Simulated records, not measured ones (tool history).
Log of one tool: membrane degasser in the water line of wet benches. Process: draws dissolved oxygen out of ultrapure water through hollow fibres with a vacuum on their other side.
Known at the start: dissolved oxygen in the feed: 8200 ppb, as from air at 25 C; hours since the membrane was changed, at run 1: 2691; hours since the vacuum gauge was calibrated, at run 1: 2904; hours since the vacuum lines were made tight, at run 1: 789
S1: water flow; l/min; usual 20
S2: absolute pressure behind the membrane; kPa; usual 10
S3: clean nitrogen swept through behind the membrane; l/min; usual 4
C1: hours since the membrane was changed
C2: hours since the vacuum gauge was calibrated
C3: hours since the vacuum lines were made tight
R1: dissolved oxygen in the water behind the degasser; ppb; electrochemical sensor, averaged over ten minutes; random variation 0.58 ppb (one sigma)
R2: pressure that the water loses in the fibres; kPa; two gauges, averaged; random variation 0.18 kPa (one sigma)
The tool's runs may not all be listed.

{"run": 1, "day": 0.0, "S1": 20, "S2": 10, "S3": 4, "C1": 2691, "C2": 2904, "C3": 789, "R1": 85.7, "R2": 31.78}
{"run": 2, "day": 2.208, "S1": 20, "S2": 10, "S3": 4, "C1": 2744, "C2": 2957, "C3": 842, "R1": 85.3, "R2": 31.8}
{"run": 3, "day": 3.683, "S1": 20, "S2": 10, "S3": 4, "C1": 2779, "C2": 2992, "C3": 877, "R1": 85.2, "R2": 31.85}
{"run": 4, "day": 5.75, "S1": 21, "S2": 10, "S3": 4, "C1": 2829, "C2": 3042, "C3": 927, "R1": 90.2, "R2": 33.52}
{"run": 5, "day": 8.117, "S1": 21, "S2": 10, "S3": 4, "C1": 2886, "C2": 3099, "C3": 984, "R1": 90.6, "R2": 33.43}
{"run": 6, "day": 9.729, "S1": 22, "S2": 10, "S3": 4, "C1": 2924, "C2": 3137, "C3": 1022, "R1": 93.3, "R2": 34.99}
{"run": 7, "day": 12.862, "S1": 20, "S2": 22, "S3": 4, "C1": 3000, "C2": 3212, "C3": 1098, "R1": 225.8, "R2": 32.03}
{"run": 8, "day": 15.4, "S1": 26, "S2": 22, "S3": 4, "C1": 3060, "C2": 3273, "C3": 1158, "R1": 289.3, "R2": 41.61}
{"day": 16.321, "done": "vacuum gauge calibrated"}
{"run": 9, "day": 18.229, "S1": 26, "S2": 22, "S3": 4, "C1": 3128, "C2": 46, "C3": 1226, "R1": 290.2, "R2": 41.04}
{"run": 10, "day": 21.721, "S1": 16, "S2": 22.6, "S3": 4, "C1": 3212, "C2": 130, "C3": 1310, "R1": 186.3, "R2": 25.8}
{"run": 11, "day": 24.071, "S1": 21, "S2": 22.6, "S3": 4, "C1": 3268, "C2": 186, "C3": 1366, "R1": 245.7, "R2": 33.3}
{"run": 12, "day": 27.425, "S1": 20, "S2": 9.6, "S3": 3.35, "C1": 3349, "C2": 267, "C3": 1447, "R1": 94.4, "R2": 31.98}
{"run": 13, "day": 30.038, "S1": 20, "S2": 9.6, "S3": 3.35, "C1": 3411, "C2": 329, "C3": 1509, "R1": 93.7, "R2": 31.85}
{"run": 14, "day": 32.688, "S1": 20, "S2": 9.6, "S3": 3.35, "C1": 3475, "C2": 393, "C3": 1573, "R1": 93.3, "R2": 31.75}
{"run": 15, "day": 35.4, "S1": 15, "S2": 7.8, "S3": 2.87, "C1": 3540, "C2": 458, "C3": 1638, "R1": 59.6, "R2": 23.93}
{"run": 16, "day": 36.888, "S1": 15, "S2": 7.8, "S3": 2.87, "C1": 3576, "C2": 494, "C3": 1674, "R1": 59.7, "R2": 23.42}
{"run": 17, "day": 38.967, "S1": 20, "S2": 7.9, "S3": 4, "C1": 3626, "C2": 544, "C3": 1724, "R1": 59.7, "R2": 31.68}
{"run": 18, "day": 42.392, "S1": 15, "S2": 9.9, "S3": 8.18, "C1": 3708, "C2": 626, "C3": 1806, "R1": 31.4, "R2": 23.87}

Forecast each of these 5 alternatives for the next run:
{"run": "A", "day": 44.275, "S1": 20, "S2": 24.4, "S3": 4, "C1": 3753, "C2": 671, "C3": 1851, "R1": "?", "R2": "?"}
{"run": "B", "day": 44.275, "S1": 20, "S2": 24.9, "S3": 4.57, "C1": 3753, "C2": 671, "C3": 1851, "R1": "?", "R2": "?"}
{"run": "C", "day": 44.275, "S1": 21, "S2": 21.1, "S3": 8.74, "C1": 3753, "C2": 671, "C3": 1851, "R1": "?", "R2": "?"}
{"run": "D", "day": 44.275, "S1": 30, "S2": 21.4, "S3": 8.1, "C1": 3753, "C2": 671, "C3": 1851, "R1": "?", "R2": "?"}
{"run": "E", "day": 44.275, "S1": 20, "S2": 22.2, "S3": 3.57, "C1": 3753, "C2": 671, "C3": 1851, "R1": "?", "R2": "?"}

run=A R1=253.3 R2=31.71
run=B R1=229.8 R2=31.94
run=C R1=108.4 R2=33.31
run=D R1=167.3 R2=48.05
run=E R1=253.7 R2=32.44
Without the tool's hidden state the same runs would have given:
run=A R1=252.2 R2=31.02
run=B R1=228.8 R2=31.24
run=C R1=107.7 R2=32.59
run=D R1=166.1 R2=47.01
run=E R1=252.6 R2=31.75

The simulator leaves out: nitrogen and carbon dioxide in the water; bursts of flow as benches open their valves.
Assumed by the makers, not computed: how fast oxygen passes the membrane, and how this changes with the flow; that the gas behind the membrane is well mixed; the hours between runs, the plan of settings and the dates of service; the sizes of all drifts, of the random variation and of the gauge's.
